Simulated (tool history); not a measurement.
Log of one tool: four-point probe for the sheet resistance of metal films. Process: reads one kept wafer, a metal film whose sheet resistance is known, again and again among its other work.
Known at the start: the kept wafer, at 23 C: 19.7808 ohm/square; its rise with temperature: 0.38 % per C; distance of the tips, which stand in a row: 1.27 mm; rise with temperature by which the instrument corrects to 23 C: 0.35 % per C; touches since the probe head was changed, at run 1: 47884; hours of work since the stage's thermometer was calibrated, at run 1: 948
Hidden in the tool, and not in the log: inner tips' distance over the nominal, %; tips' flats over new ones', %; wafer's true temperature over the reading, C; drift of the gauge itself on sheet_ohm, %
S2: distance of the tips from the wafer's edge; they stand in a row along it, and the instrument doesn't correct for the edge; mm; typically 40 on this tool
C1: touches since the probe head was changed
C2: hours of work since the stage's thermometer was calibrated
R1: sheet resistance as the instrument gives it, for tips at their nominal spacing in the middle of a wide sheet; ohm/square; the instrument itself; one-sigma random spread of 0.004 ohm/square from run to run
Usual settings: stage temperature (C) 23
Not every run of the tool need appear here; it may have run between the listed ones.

Run 1, hour 0.0: usual settings; C1 47884; C2 948. Result: R1 19.664525 ohm/square.
Run 2, hour 17.2: usual settings but stage temperature (C) 24; C1 48779; C2 961. Result: R1 19.669470 ohm/square.
Run 3, hour 31.0: usual settings but stage temperature (C) 24; C1 49495; C2 972. Result: R1 19.677721 ohm/square.
Run 4, hour 49.1: usual settings but stage temperature (C) 24; C1 50433; C2 986. Result: R1 19.664948 ohm/square.
Run 5, hour 66.6: usual settings but stage temperature (C) 24; C1 51342; C2 1000. Result: R1 19.668867 ohm/square.
Run 6, hour 81.3: usual settings but stage temperature (C) 24; C1 52105; C2 1012. Result: R1 19.671262 ohm/square.
Run 7, hour 91.6: usual settings but stage temperature (C) 24; C1 52640; C2 1020. Result: R1 19.659842 ohm/square.
Run 8, hour 110.1: usual settings but stage temperature (C) 24; C1 53601; C2 1034. Result: R1 19.659047 ohm/square.
Run 9, hour 128.9: usual settings but stage temperature (C) 24; C1 54577; C2 1049. Result: R1 19.662488 ohm/square.
Run 10, hour 148.0: usual settings; C1 55568; C2 1064. Result: R1 19.654220 ohm/square.
Run 11, hour 165.7: usual settings; C1 56486; C2 1078. Result: R1 19.649480 ohm/square.
Run 12, hour 188.4: usual settings but stage temperature (C) 21; C1 57663; C2 1096. Result: R1 19.639000 ohm/square.
Run 13, hour 198.6: usual settings but stage temperature (C) 21; C1 58190; C2 1104. Result: R1 19.643062 ohm/square.
Run 14, hour 213.3: usual settings but stage temperature (C) 27; C1 58956; C2 1116. Result: R1 19.671450 ohm/square.
Run 15, hour 224.8: usual settings but stage temperature (C) 27; C1 59551; C2 1125. Result: R1 19.667664 ohm/square.
Run 16, hour 242.3: usual settings but stage temperature (C) 28, S2 17 mm; C1 60463; C2 1138. Result: R1 19.720530 ohm/square.
Run 17, hour 254.2: usual settings but stage temperature (C) 20, S2 37 mm; C1 61077; C2 1148. Result: R1 19.632016 ohm/square.
Run 18, hour 268.5: usual settings but stage temperature (C) 19, S2 12 mm; C1 61822; C2 1159. Result: R1 19.726077 ohm/square.
Run 19, hour 282.0: usual settings but stage temperature (C) 19, S2 12 mm; C1 62519; C2 1170. Result: R1 19.725077 ohm/square.
Run 20, hour 293.2: usual settings but stage temperature (C) 19, S2 12 mm; C1 63104; C2 1179. Result: R1 19.722299 ohm/square.
Run 21, hour 305.1: usual settings but stage temperature (C) 21, S2 6 mm; C1 63721; C2 1188. Result: R1 20.073068 ohm/square.
Run 22, hour 326.4: usual settings but stage temperature (C) 18, S2 6 mm; C1 64824; C2 1205. Result: R1 20.058026 ohm/square.
Run 23, hour 343.5: usual settings but stage temperature (C) 34, S2 5 mm; C1 65712; C2 1218. Result: R1 20.343270 ohm/square.
Run 24, hour 360.0: usual settings but S2 62 mm; C1 66571; C2 1231. Result: R1 19.629469 ohm/square.
Run 25, hour 376.1: usual settings but stage temperature (C) 28, S2 7 mm; C1 67407; C2 1244. Result: R1 19.990794 ohm/square.
Run 26, hour 386.9: usual settings but stage temperature (C) 28, S2 15 mm; C1 67965; C2 1252. Result: R1 19.718106 ohm/square.
Run 27, hour 400.5: usual settings but stage temperature (C) 22, S2 4 mm; C1 68671; C2 1263. Result: R1 20.628655 ohm/square.
Run 28, hour 414.5: usual settings but stage temperature (C) 19, S2 6 mm; C1 69397; C2 1274. Result: R1 20.058377 ohm/square.
Run 29, hour 431.3: usual settings but stage temperature (C) 19, S2 6 mm; C1 70271; C2 1287. Result: R1 20.053786 ohm/square.

Branching from run 29: 5 alternative next runs. What would each branch give?
Run A, hour 441.5: usual settings but stage temperature (C) 30; C1 70798; C2 1295. Result: R1 ?.
Run B, hour 441.5: usual settings but stage temperature (C) 24, S2 3 mm; C1 70798; C2 1295. Result: R1 ?.
Run C, hour 441.5: usual settings but stage temperature (C) 28, S2 39 mm; C1 70798; C2 1295. Result: R1 ?.
Run D, hour 441.5: usual settings but stage temperature (C) 28, S2 13 mm; C1 70798; C2 1295. Result: R1 ?.
Run E, hour 441.5: usual settings but S2 61 mm; C1 70798; C2 1295. Result: R1 ?.

run         R1
  A  19.659691
  B  21.332877
  C  19.654592
  D  19.743045
  E  19.614499
Take away the tool's hidden state, keep each run's random variation, and the runs would have read:
run         R1
  A  19.823871
  B  21.510381
  C  19.818879
  D  19.908021
  E  19.778841
